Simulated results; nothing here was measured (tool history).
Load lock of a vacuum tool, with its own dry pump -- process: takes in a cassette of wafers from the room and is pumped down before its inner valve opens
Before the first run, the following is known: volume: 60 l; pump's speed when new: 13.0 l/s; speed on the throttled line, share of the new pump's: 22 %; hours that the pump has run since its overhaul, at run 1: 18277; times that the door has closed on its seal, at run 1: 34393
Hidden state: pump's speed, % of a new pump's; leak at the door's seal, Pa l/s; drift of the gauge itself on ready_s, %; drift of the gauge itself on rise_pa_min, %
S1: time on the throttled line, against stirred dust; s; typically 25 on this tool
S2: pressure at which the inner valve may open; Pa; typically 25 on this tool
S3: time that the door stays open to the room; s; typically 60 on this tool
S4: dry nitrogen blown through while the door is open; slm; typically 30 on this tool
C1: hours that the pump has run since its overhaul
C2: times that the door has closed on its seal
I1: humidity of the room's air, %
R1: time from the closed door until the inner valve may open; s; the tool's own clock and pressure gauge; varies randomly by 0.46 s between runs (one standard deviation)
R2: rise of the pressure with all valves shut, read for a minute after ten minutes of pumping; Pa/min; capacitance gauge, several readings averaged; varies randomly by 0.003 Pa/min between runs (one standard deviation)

run 1 hour=0 | S1=25 S2=25 S3=60 S4=30 | C1=18277 C2=34393 | I1=46.6 | R1=59 R2=0.043
run 2 hour=160.3 | S1=25 S2=25 S3=60 S4=24 | C1=18438 C2=34885 | I1=47 | R1=58.3 R2=0.046
run 3 hour=275.8 | S1=25 S2=25 S3=60 S4=24 | C1=18553 C2=35239 | I1=44.4 | R1=57.5 R2=0.04
run 4 hour=408.4 | S1=25 S2=31 S3=60 S4=30 | C1=18686 C2=35646 | I1=45.2 | R1=56.5 R2=0.044
run 5 hour=651 | S1=25 S2=31 S3=60 S4=30 | C1=18928 C2=36391 | I1=47.3 | R1=56.3 R2=0.042
run 6 hour=915.1 | S1=33 S2=25 S3=60 S4=30 | C1=19192 C2=37201 | I1=43.5 | R1=64.3 R2=0.044
run 7 hour=1149.5 | S1=33 S2=25 S3=60 S4=30 | C1=19427 C2=37920 | I1=47.3 | R1=63.9 R2=0.044
run 8 hour=1329.4 | S1=13 S2=25 S3=60 S4=30 | C1=19607 C2=38472 | I1=43.5 | R1=49.6 R2=0.039
-- hour=1409.2 dry pump taken out, an overhauled one fitted
run 9 hour=1568.8 | S1=25 S2=25 S3=60 S4=30 | C1=160 C2=39188 | I1=48 | R1=58.6 R2=0.043
run 10 hour=1721.7 | S1=25 S2=25 S3=60 S4=30 | C1=313 C2=39657 | I1=48.4 | R1=58.1 R2=0.047
run 11 hour=1980.5 | S1=25 S2=25 S3=60 S4=30 | C1=571 C2=40451 | I1=42.6 | R1=58.9 R2=0.042
run 12 hour=2188 | S1=25 S2=25 S3=60 S4=30 | C1=779 C2=41088 | I1=44.2 | R1=58.3 R2=0.035
run 13 hour=2399.2 | S1=25 S2=25 S3=60 S4=30 | C1=990 C2=41736 | I1=45.1 | R1=57.6 R2=0.043
run 14 hour=2579.4 | S1=25 S2=25 S3=60 S4=30 | C1=1170 C2=42289 | I1=45.3 | R1=58.5 R2=0.044
run 15 hour=2788.4 | S1=25 S2=25 S3=60 S4=30 | C1=1379 C2=42930 | I1=48.4 | R1=57.9 R2=0.045
run 16 hour=3034.1 | S1=25 S2=25 S3=60 S4=30 | C1=1625 C2=43684 | I1=41.8 | R1=58.4 R2=0.037
run 17 hour=3170.3 | S1=25 S2=25 S3=60 S4=30 | C1=1761 C2=44102 | I1=47.2 | R1=57.5 R2=0.042
run 18 hour=3325.4 | S1=25 S2=25 S3=60 S4=7 | C1=1916 C2=44578 | I1=44 | R1=58.4 R2=0.063
run 19 hour=3478.3 | S1=25 S2=25 S3=60 S4=4 | C1=2069 C2=45047 | I1=49.8 | R1=57.9 R2=0.079
run 20 hour=3758.3 | S1=25 S2=25 S3=26 S4=7 | C1=2349 C2=45906 | I1=44.7 | R1=58.7 R2=0.039
run 21 hour=3951.2 | S1=25 S2=47 S3=164 S4=30 | C1=2542 C2=46498 | I1=48.4 | R1=56.1 R2=0.08
run 22 hour=4189.4 | S1=25 S2=47 S3=164 S4=30 | C1=2780 C2=47229 | I1=48.2 | R1=55.8 R2=0.08
run 23 hour=4461.7 | S1=43 S2=25 S3=60 S4=30 | C1=3053 C2=48064 | I1=45.3 | R1=72.2 R2=0.043
run 24 hour=4574.4 | S1=21 S2=25 S3=60 S4=6 | C1=3165 C2=48410 | I1=46.5 | R1=55.1 R2=0.065
run 25 hour=4812.3 | S1=19 S2=25 S3=158 S4=6 | C1=3403 C2=49140 | I1=45 | R1=53.4 R2=0.112
run 26 hour=4988.2 | S1=25 S2=22 S3=60 S4=12 | C1=3579 C2=49680 | I1=46.5 | R1=58.5 R2=0.062
run 27 hour=5112.9 | S1=25 S2=22 S3=60 S4=12 | C1=3704 C2=50062 | I1=42.5 | R1=58.6 R2=0.056
run 28 hour=5253.9 | S1=48 S2=25 S3=60 S4=30 | C1=3845 C2=50495 | I1=43 | R1=75.8 R2=0.039
run 29 hour=5511 | S1=18 S2=20 S3=35 S4=7 | C1=4102 C2=51284 | I1=47.6 | R1=53.8 R2=0.056
run 30 hour=5737.4 | S1=12 S2=25 S3=211 S4=30 | C1=4328 C2=51979 | I1=43.3 | R1=47.3 R2=0.084
run 31 hour=5963.1 | S1=12 S2=25 S3=211 S4=30 | C1=4554 C2=52671 | I1=43 | R1=48 R2=0.082
run 32 hour=6091.5 | S1=25 S2=25 S3=112 S4=30 | C1=4682 C2=53065 | I1=42.2 | R1=57.7 R2=0.057
run 33 hour=6305.2 | S1=34 S2=25 S3=60 S4=30 | C1=4896 C2=53721 | I1=43.1 | R1=64.9 R2=0.044
run 34 hour=6487.9 | S1=42 S2=40 S3=136 S4=11 | C1=5079 C2=54281 | I1=42 | R1=69.1 R2=0.09
run 35 hour=6642.5 | S1=42 S2=40 S3=136 S4=11 | C1=5233 C2=54756 | I1=45.1 | R1=69.3 R2=0.092
-- hour=6866.6 door's seal changed, seat wiped
run 36 hour=6904.1 | S1=25 S2=31 S3=105 S4=30 | C1=5493 C2=115 | I1=45.6 | R1=56.5 R2=0.053
run 37 hour=7151.4 | S1=25 S2=25 S3=65 S4=30 | C1=5741 C2=873 | I1=47.9 | R1=57.4 R2=0.043

Describe how what the log doesn't record of the tool's condition differs between the last listed run preceding each entry between runs and the first listed run following it.
From run 8 to run 9: dry pump taken out, an overhauled one fitted (hour 1409.2)
  pump's speed, % of a new pump's: 99.9 -> 100; leak at the door's seal, Pa l/s: 0.003 -> 0.0031
From run 35 to run 36: door's seal changed, seat wiped (hour 6866.6)
  leak at the door's seal, Pa l/s: 0.0039 -> 0.002

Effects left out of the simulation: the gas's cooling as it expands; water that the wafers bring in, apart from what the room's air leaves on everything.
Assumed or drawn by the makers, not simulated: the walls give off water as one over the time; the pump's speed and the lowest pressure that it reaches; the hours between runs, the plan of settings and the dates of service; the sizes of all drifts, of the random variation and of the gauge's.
